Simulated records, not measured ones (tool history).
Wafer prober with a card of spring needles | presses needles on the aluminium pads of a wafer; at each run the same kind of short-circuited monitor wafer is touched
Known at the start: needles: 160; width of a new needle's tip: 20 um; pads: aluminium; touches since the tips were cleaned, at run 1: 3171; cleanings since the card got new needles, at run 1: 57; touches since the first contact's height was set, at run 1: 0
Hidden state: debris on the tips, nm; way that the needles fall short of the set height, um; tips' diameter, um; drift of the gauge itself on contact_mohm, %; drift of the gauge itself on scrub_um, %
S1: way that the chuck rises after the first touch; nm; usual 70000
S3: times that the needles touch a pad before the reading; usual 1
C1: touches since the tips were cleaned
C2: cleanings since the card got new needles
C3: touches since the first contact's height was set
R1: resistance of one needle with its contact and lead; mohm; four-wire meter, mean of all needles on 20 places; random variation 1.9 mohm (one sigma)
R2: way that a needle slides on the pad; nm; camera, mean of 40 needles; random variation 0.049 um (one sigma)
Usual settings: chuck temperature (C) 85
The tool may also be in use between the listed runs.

Run 1, hour 0.0: usual settings; C1 3171; C2 57; C3 0. Result: R1 272 mohm, R2 15870 nm.
At hour 7.2: tips cleaned on abrasive film.
At hour 21.4: tips cleaned on abrasive film.
At hour 35.7: tips cleaned on abrasive film.
At hour 49.9: tips cleaned on abrasive film.
Run 2, hour 53.4: usual settings; C1 1160; C2 61; C3 17546. Result: R1 245 mohm, R2 15780 nm.
At hour 67.7: tips cleaned on abrasive film.
At hour 82.0: tips cleaned on abrasive film.
At hour 96.2: tips cleaned on abrasive film.
Run 3, hour 106.5: usual settings; C1 3400; C2 64; C3 34992. Result: R1 281 mohm, R2 15950 nm.
At hour 113.7: tips cleaned on abrasive film.
At hour 127.9: tips cleaned on abrasive film.
At hour 142.2: tips cleaned on abrasive film.
At hour 156.4: tips cleaned on abrasive film.
At hour 170.7: tips cleaned on abrasive film.
At hour 184.9: tips cleaned on abrasive film.
Run 4, hour 185.0: usual settings but S1 78000 nm; C1 5; C2 70; C3 60747. Result: R1 211 mohm, R2 17690 nm.
At hour 199.6: tips cleaned on abrasive film.
At hour 217.4: tips cleaned on abrasive film.
At hour 231.7: tips cleaned on abrasive film.
At hour 245.9: tips cleaned on abrasive film.
At hour 263.7: tips cleaned on abrasive film.
At hour 278.0: tips cleaned on abrasive film.
Run 5, hour 281.3: usual settings; C1 1107; C2 76; C3 92416. Result: R1 234 mohm, R2 15700 nm.
At hour 295.6: tips cleaned on abrasive film.
At hour 309.8: tips cleaned on abrasive film.
Run 6, hour 323.2: usual settings; C1 4432; C2 78; C3 106212. Result: R1 298 mohm, R2 15760 nm.
At hour 326.9: tips cleaned on abrasive film.
At hour 344.6: tips cleaned on abrasive film.
At hour 358.9: tips cleaned on abrasive film.
At hour 373.2: tips cleaned on abrasive film.
At hour 387.4: tips cleaned on abrasive film.
At hour 402.3: tips cleaned on abrasive film.
Run 7, hour 402.3: usual settings but chuck temperature (C) 66; C1 0; C2 84; C3 132160. Result: R1 210 mohm, R2 15640 nm.
At hour 416.5: tips cleaned on abrasive film.
At hour 430.8: tips cleaned on abrasive film.
At hour 448.6: tips cleaned on abrasive film.
At hour 455.9: height of the first contact set anew.
At hour 466.7: tips cleaned on abrasive film.
At hour 480.9: tips cleaned on abrasive film.
Run 8, hour 490.4: usual settings but S1 56000 nm, chuck temperature (C) 66; C1 3137; C2 89; C3 11331. Result: R1 320 mohm, R2 12320 nm.
At hour 497.6: tips cleaned on abrasive film.
At hour 511.8: tips cleaned on abrasive film.
At hour 526.1: tips cleaned on abrasive film.
At hour 543.9: tips cleaned on abrasive film.
At hour 561.7: tips cleaned on abrasive film.
Run 9, hour 575.2: usual settings but chuck temperature (C) 61; C1 4460; C2 94; C3 39201. Result: R1 296 mohm, R2 15350 nm.
At hour 578.8: tips cleaned on abrasive film.
At hour 593.1: tips cleaned on abrasive film.
At hour 610.9: tips cleaned on abrasive film.
At hour 625.1: tips cleaned on abrasive film.
At hour 639.4: tips cleaned on abrasive film.
At hour 653.6: tips cleaned on abrasive film.
Run 10, hour 665.6: usual settings but chuck temperature (C) 67; C1 3967; C2 100; C3 68918. Result: R1 295 mohm, R2 15320 nm.
At hour 669.2: tips cleaned on abrasive film.
At hour 683.5: tips cleaned on abrasive film.
At hour 701.3: tips cleaned on abrasive film.
At hour 717.1: tips cleaned on abrasive film.
Run 11, hour 717.1: usual settings but chuck temperature (C) 67; C1 0; C2 104; C3 85811. Result: R1 212 mohm, R2 15310 nm.
At hour 731.3: tips cleaned on abrasive film.
At hour 745.6: tips cleaned on abrasive film.
At hour 759.9: tips cleaned on abrasive film.
Run 12, hour 761.1: usual settings but chuck temperature (C) 67; C1 400; C2 107; C3 100258. Result: R1 222 mohm, R2 15180 nm.
At hour 775.3: tips cleaned on abrasive film.
At hour 789.6: tips cleaned on abrasive film.
At hour 803.8: tips cleaned on abrasive film.
At hour 818.1: tips cleaned on abrasive film.
Run 13, hour 819.8: usual settings but chuck temperature (C) 67; C1 585; C2 111; C3 119570. Result: R1 231 mohm, R2 15210 nm.
At hour 834.1: tips cleaned on abrasive film.
At hour 848.4: tips cleaned on abrasive film.
At hour 862.6: tips cleaned on abrasive film.
At hour 880.4: tips cleaned on abrasive film.
Run 14, hour 894.5: usual settings but chuck temperature (C) 67; C1 4659; C2 115; C3 144127. Result: R1 304 mohm, R2 15110 nm.
At hour 898.1: tips cleaned on abrasive film.
At hour 909.0: height of the first contact set anew.
At hour 912.7: tips cleaned on abrasive film.
At hour 930.5: tips cleaned on abrasive film.
At hour 948.3: tips cleaned on abrasive film.
At hour 955.6: height of the first contact set anew, once more.
At hour 962.8: tips cleaned on abrasive film.
Run 15, hour 974.9: usual settings but S1 72000 nm, chuck temperature (C) 41, S3 2; C1 4000; C2 120; C3 6341. Result: R1 249 mohm, R2 16390 nm.
At hour 978.6: tips cleaned on abrasive film.
At hour 992.8: tips cleaned on abrasive film.
At hour 1007.1: tips cleaned on abrasive film.
At hour 1021.3: tips cleaned on abrasive film.
At hour 1035.6: tips cleaned on abrasive film.
At hour 1053.4: tips cleaned on abrasive film.
Run 16, hour 1065.4: usual settings but S1 72000 nm, chuck temperature (C) 41, S3 2; C1 3993; C2 126; C3 36085. Result: R1 246 mohm, R2 16360 nm.

Forecast run 17:
At hour 1069.1: tips cleaned on abrasive film.
At hour 1083.3: tips cleaned on abrasive film.
At hour 1097.6: tips cleaned on abrasive film.
At hour 1111.9: tips cleaned on abrasive film.
At hour 1126.1: tips cleaned on abrasive film.
At hour 1143.9: tips cleaned on abrasive film.
Run 17, hour 1154.4: usual settings but S1 72000 nm, chuck temperature (C) 41, S3 2; C1 3461; C2 132; C3 65298. Result: R1 ?, R2 ?.

R1: 240 mohm
R2: 16330 nm
Without the tool's hidden state the same run would have given R1 191 mohm, R2 16460 nm.
